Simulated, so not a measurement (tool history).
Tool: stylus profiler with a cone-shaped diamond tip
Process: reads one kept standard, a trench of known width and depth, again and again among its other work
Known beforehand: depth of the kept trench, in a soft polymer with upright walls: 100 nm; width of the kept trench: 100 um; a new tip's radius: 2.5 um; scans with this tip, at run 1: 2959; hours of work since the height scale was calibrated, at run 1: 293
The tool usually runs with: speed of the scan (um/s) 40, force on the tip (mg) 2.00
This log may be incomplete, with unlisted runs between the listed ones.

run	hour	speed of the scan (um/s)	force on the tip (mg)	scans with this tip	hours of work since the height scale was calibrated	depth of the trench (Å)	width of the trench's floor (µm)
1	0.0	40	2.00	2959	293	1008.7	98.34
2	41.2	40	2.00	3264	323	1007.8	98.27
3	66.5	40	2.00	3452	342	1008.7	98.27
4	92.8	40	2.00	3647	361	1008.5	98.28
5	130.0	40	2.00	3923	388	1008.9	98.22
6	165.7	40	2.00	4187	415	1008.8	98.28
7	196.0	40	2.24	4412	437	1010.3	98.28
8	214.0	40	2.24	4545	450	1009.6	98.26
9	240.2	40	2.24	4740	469	1009.9	98.28
10	277.7	58	2.00	5018	497	1009.0	98.14
11	298.8	13	2.00	5174	512	1009.0	98.38
12	335.5	13	2.00	5446	539	1009.7	98.26
13	354.7	22	2.21	5588	553	1009.7	98.22
14	381.2	22	2.21	5784	573	1009.6	98.33
15	415.4	16	1.00	6039	598	1006.9	98.26

Expected results for the next run?
16	444.9	44	2.63	6257	619	?	?

Run 16 came out at depth of the trench (Å) 1011.2, width of the trench's floor (µm) 98.21.
If the tool had no hidden condition, the same run with the same run-to-run variation would have returned depth of the trench (Å) 1008.4, width of the trench's floor (µm) 98.49.
